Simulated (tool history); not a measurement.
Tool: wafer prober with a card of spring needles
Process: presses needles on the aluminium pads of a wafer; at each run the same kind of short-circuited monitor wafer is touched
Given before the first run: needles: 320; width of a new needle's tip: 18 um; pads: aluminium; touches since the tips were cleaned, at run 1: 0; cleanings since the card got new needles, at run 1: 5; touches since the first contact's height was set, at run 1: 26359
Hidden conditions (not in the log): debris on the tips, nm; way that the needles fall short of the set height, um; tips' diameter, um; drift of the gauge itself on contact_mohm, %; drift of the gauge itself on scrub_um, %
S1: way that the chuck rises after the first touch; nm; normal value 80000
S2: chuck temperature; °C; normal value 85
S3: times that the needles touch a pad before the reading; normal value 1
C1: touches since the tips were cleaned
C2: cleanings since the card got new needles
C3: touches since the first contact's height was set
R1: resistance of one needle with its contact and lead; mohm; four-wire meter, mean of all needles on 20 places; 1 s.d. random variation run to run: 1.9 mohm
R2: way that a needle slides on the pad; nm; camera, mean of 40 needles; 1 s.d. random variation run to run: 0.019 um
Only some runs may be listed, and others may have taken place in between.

| run | hour | S1 | S2 | S3 | C1 | C2 | C3 | R1 | R2 |
|---|---|---|---|---|---|---|---|---|---|
| 1 | 0.0 | 80000 | 85 | 1 | 0 | 5 | 26359 | 208 | 19180 |
| 2 | 9.2 | 80000 | 85 | 1 | 1847 | 5 | 28206 | 208 | 19230 |
|  | 22.7 | tips cleaned on abrasive film |
| 3 | 22.7 | 80000 | 85 | 1 | 0 | 6 | 30913 | 207 | 19220 |
| 4 | 34.9 | 80000 | 85 | 1 | 2451 | 6 | 33364 | 209 | 19220 |
|  | 46.4 | tips cleaned on abrasive film |
| 5 | 46.9 | 80000 | 85 | 1 | 94 | 7 | 35759 | 207 | 19190 |
| 6 | 60.8 | 80000 | 85 | 1 | 2899 | 7 | 38564 | 205 | 19200 |
|  | 69.2 | tips cleaned on abrasive film |
| 7 | 75.4 | 80000 | 85 | 1 | 1248 | 8 | 41490 | 208 | 19210 |
| 8 | 85.8 | 80000 | 85 | 2 | 3340 | 8 | 43582 | 207 | 19220 |
|  | 92.9 | tips cleaned on abrasive film |
| 9 | 94.8 | 80000 | 85 | 2 | 375 | 9 | 45368 | 210 | 19230 |
| 10 | 109.9 | 80000 | 85 | 1 | 3429 | 9 | 48422 | 207 | 19240 |
|  | 115.9 | tips cleaned on abrasive film |
| 11 | 117.2 | 80000 | 85 | 1 | 264 | 10 | 49871 | 208 | 19230 |
| 12 | 129.2 | 80000 | 85 | 1 | 2670 | 10 | 52277 | 207 | 19210 |
|  | 139.4 | tips cleaned on abrasive film |
| 13 | 139.5 | 80000 | 85 | 1 | 29 | 11 | 54350 | 209 | 19240 |
| 14 | 153.6 | 80000 | 31 | 1 | 2860 | 11 | 57181 | 192 | 19240 |
|  | 162.4 | tips cleaned on abrasive film |
| 15 | 169.3 | 65000 | 31 | 1 | 1383 | 12 | 60318 | 194 | 15620 |
|  | 174.5 | height of the first contact set anew |
| 16 | 179.1 | 82000 | 31 | 1 | 3308 | 12 | 934 | 193 | 19800 |
|  | 185.8 | tips cleaned on abrasive film |
| 17 | 188.7 | 82000 | 31 | 1 | 585 | 13 | 2836 | 197 | 19740 |
| 18 | 199.8 | 79000 | 85 | 3 | 2825 | 13 | 5076 | 207 | 19030 |
| 19 | 206.9 | 64000 | 95 | 1 | 4264 | 13 | 6515 | 213 | 15420 |
|  | 209.4 | tips cleaned on abrasive film |
| 20 | 216.8 | 65000 | 33 | 2 | 1482 | 14 | 8477 | 200 | 15650 |
| 21 | 231.6 | 65000 | 33 | 2 | 4469 | 14 | 11464 | 199 | 15700 |
|  | 232.5 | tips cleaned on abrasive film |
| 22 | 241.2 | 87000 | 43 | 2 | 1759 | 15 | 13386 | 199 | 20960 |
| 23 | 253.7 | 83000 | 43 | 1 | 4265 | 15 | 15892 | 198 | 20020 |
|  | 255.9 | tips cleaned on abrasive film |
| 24 | 264.2 | 83000 | 43 | 1 | 1685 | 16 | 17997 | 198 | 20050 |
| 25 | 274.0 | 67000 | 43 | 2 | 3649 | 16 | 19961 | 200 | 16180 |
|  | 279.2 | tips cleaned on abrasive film |
| 26 | 282.2 | 67000 | 43 | 2 | 600 | 17 | 21597 | 200 | 16160 |
| 27 | 290.7 | 67000 | 43 | 2 | 2318 | 17 | 23315 | 199 | 16190 |
|  | 301.9 | tips cleaned on abrasive film |
| 28 | 303.3 | 67000 | 102 | 2 | 269 | 18 | 25819 | 213 | 16160 |
| 29 | 312.1 | 76000 | 34 | 2 | 2049 | 18 | 27599 | 199 | 18340 |
|  | 324.9 | tips cleaned on abrasive film |
| 30 | 326.7 | 78000 | 57 | 2 | 358 | 19 | 30519 | 200 | 18860 |
| 31 | 339.8 | 78000 | 57 | 2 | 3003 | 19 | 33164 | 198 | 18820 |
|  | 344.3 | gauge calibrated |
|  | 347.6 | tips cleaned on abrasive film |
| 32 | 348.6 | 72000 | 33 | 1 | 203 | 20 | 34922 | 195 | 17260 |
| 33 | 362.0 | 99000 | 43 | 1 | 2901 | 20 | 37620 | 195 | 23770 |

A few steps of R2 between consecutive runs. Split each: what settings, incoming material and random variation would produce without the hidden state, and what is left over for the hidden state, along with gauge scatter present in only one of the two compared results (measured, and without hidden state):
Run 15 -> 16: S1 65000 -> 82000, height of the first contact set anew. R2 +4180 nm: hidden state +40, all else +4140.
Run 21 -> 22: S1 65000 -> 87000, S2 33 -> 43, tips cleaned on abrasive film. R2 +5260 nm: hidden state +30, all else +5230.
Run 31 -> 32: S1 78000 -> 72000, S2 57 -> 33, S3 2 -> 1, gauge calibrated, tips cleaned on abrasive film. R2 -1560 nm: hidden state -160, all else -1400.
Run 32 -> 33: S1 72000 -> 99000, S2 33 -> 43. R2 +6510 nm: hidden state +10, all else +6500.

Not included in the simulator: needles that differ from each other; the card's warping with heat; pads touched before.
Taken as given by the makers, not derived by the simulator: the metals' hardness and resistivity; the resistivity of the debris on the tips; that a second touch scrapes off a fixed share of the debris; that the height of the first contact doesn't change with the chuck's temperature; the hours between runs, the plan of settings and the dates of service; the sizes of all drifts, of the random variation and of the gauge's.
